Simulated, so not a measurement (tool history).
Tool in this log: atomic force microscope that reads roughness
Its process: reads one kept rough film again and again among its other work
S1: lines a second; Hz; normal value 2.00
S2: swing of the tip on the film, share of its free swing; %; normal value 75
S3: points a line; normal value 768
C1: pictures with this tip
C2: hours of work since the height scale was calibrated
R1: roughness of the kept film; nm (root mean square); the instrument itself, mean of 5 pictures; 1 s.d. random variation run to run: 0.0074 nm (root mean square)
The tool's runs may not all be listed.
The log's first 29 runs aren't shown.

{"run": 30, "hour": 1091.7, "S1": 1.39, "S2": 75, "S3": 277, "C1": 170, "C2": 1550, "R1": 1.305}
{"run": 31, "hour": 1116.3, "S1": 0.68, "S2": 66, "S3": 326, "C1": 200, "C2": 1568, "R1": 1.357}
{"run": 32, "hour": 1168.0, "S1": 0.68, "S2": 66, "S3": 326, "C1": 262, "C2": 1604, "R1": 1.279}
{"hour": 1192.7, "done": "new tip fitted"}
{"run": 33, "hour": 1192.7, "S1": 0.8, "S2": 75, "S3": 262, "C1": 0, "C2": 1621, "R1": 1.608}
{"run": 34, "hour": 1232.0, "S1": 2.54, "S2": 63, "S3": 752, "C1": 47, "C2": 1649, "R1": 1.53}
{"run": 35, "hour": 1257.2, "S1": 3.49, "S2": 87, "S3": 752, "C1": 78, "C2": 1667, "R1": 1.102}
{"run": 36, "hour": 1307.8, "S1": 3.49, "S2": 87, "S3": 752, "C1": 139, "C2": 1702, "R1": 1.025}
{"run": 37, "hour": 1334.7, "S1": 3.49, "S2": 87, "S3": 752, "C1": 171, "C2": 1721, "R1": 0.992}
{"run": 38, "hour": 1388.1, "S1": 0.67, "S2": 89, "S3": 768, "C1": 236, "C2": 1759, "R1": 1.249}
{"run": 39, "hour": 1413.2, "S1": 0.8, "S2": 75, "S3": 768, "C1": 266, "C2": 1777, "R1": 1.274}
{"hour": 1434.6, "done": "new tip fitted"}
{"run": 40, "hour": 1438.7, "S1": 2.34, "S2": 83, "S3": 516, "C1": 5, "C2": 1794, "R1": 1.38}
{"run": 41, "hour": 1464.9, "S1": 2.0, "S2": 70, "S3": 768, "C1": 36, "C2": 1813, "R1": 1.526}

Estimate the outcome of run 42 from the log above:
{"run": 42, "hour": 1491.4, "S1": 2.0, "S2": 63, "S3": 329, "C1": 68, "C2": 1832, "R1": "?"}

{"run 42": {"R1": 1.501}}
If the tool had no hidden condition, the same run with the same run-to-run variation would have returned R1 1.648 nm (root mean square).
